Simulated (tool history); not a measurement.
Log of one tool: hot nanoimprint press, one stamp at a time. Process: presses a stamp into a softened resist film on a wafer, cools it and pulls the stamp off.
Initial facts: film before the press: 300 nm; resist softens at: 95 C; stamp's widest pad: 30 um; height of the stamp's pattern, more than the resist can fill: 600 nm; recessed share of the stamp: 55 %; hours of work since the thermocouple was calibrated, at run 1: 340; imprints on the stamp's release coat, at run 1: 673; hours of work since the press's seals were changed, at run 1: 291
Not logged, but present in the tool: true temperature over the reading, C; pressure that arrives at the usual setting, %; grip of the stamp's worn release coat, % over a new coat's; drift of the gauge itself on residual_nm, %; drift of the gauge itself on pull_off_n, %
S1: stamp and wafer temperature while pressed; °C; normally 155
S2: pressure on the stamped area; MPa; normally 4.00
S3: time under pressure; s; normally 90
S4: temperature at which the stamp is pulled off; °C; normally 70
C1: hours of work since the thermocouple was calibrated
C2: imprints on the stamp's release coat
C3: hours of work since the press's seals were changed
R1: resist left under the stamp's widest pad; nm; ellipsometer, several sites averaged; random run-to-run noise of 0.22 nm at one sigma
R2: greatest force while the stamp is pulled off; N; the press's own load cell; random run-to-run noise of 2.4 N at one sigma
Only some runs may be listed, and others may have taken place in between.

run   hour   S1    S2   S3  S4   C1   C2   C3     R1   R2
  1    0.0  155  4.00   90  70  340  673  291  143.1  145
  2   33.4  165  4.00   90  70  366  756  317  103.7  146
      48.4  -- stamp cleaned and given a new release coat
  3   62.6  165  4.00   90  70  384   36  335  103.8  140
  4   95.7  165  4.00   90  70  410  118  361  103.7  144
  5  119.2  155  4.00   90  70  428  177  379  143.4  149
  6  140.2  155  4.00   90  70  444  229  395  142.5  140
     162.2  -- plate thermocouple calibrated
  7  169.3  155  4.00   90  70    6  294  416  143.2  146
  8  203.4  155  4.00   90  70   32  379  442  143.1  143
  9  223.0  155  4.00  144  70   47  427  457  122.5  139
 10  262.4  155  4.00   90  70   78  525  488  143.2  146
 11  285.3  155  4.00   90  70   95  582  505  143.1  145
 12  307.4  155  4.00   90  70  112  637  523  142.9  143
 13  329.3  155  4.00   90  70  129  692  539  143.0  145
 14  359.6  155  2.59   90  70  153  767  563  178.7  143
     368.1  -- stamp cleaned and given a new release coat
 15  400.7  155  2.59   90  70  180   81  590  178.2  141
 16  438.1  164  4.00   90  70  209  175  619  107.2  144
 17  457.1  164  4.00   90  70  224  222  634  107.3  144
 18  493.3  150  4.00   55  76  252  312  662  192.7  133
 19  518.4  153  3.38   90  70  271  374  681  166.8  147
 20  555.0  153  3.38   90  70  300  465  710  166.4  143
     576.2  -- press's hydraulic seals changed and the load cell set to zero
 21  584.6  153  3.38   90  70  316  519    6  166.0  145
 22  617.4  156  3.38   90  70  342  601   32  151.7  148
 23  644.5  156  3.38   90  70  363  668   53  151.2  144
 24  678.5  145  5.95   65  70  389  753   79  180.2  144
     693.7  -- stamp cleaned and given a new release coat
 25  719.4  154  4.00   46  67  416   64  106  180.3  146
 26  740.0  154  4.00   47  67  432  115  122  179.7  144
 27  760.1  154  4.00   47  67  448  165  138  179.1  144
     779.2  -- plate thermocouple calibrated
 28  791.9  158  4.00   46  74   10  236  160  161.1  141
 29  818.9  155  4.33   90  71   31  304  181  137.1  142
 30  839.4  158  3.39   90  71   47  355  197  142.4  145
 31  857.1  153  6.15   90  71   60  399  211  120.8  142

Take each entry between the runs: how does the hidden state at the last listed run before it differ from the hidden state at the first listed run after it?
From run 2 to run 3: stamp cleaned and given a new release coat (hour 48.4)
  grip of the stamp's worn release coat, % over a new coat's: 0.7 -> 0
From run 6 to run 7: plate thermocouple calibrated (hour 162.2)
  true temperature over the reading, C: 0.02 -> 0; pressure that arrives at the usual setting, %: 99.95 -> 99.94; grip of the stamp's worn release coat, % over a new coat's: 0.2 -> 0.3
From run 14 to run 15: stamp cleaned and given a new release coat (hour 368.1)
  grip of the stamp's worn release coat, % over a new coat's: 0.7 -> 0.1
From run 20 to run 21: press's hydraulic seals changed and the load cell set to zero (hour 576.2)
  pressure that arrives at the usual setting, %: 99.92 -> 100; grip of the stamp's worn release coat, % over a new coat's: 0.4 -> 0.5
From run 24 to run 25: stamp cleaned and given a new release coat (hour 693.7)
  grip of the stamp's worn release coat, % over a new coat's: 0.7 -> 0.1
From run 27 to run 28: plate thermocouple calibrated (hour 779.2)
  true temperature over the reading, C: 0.03 -> 0; grip of the stamp's worn release coat, % over a new coat's: 0.1 -> 0.2
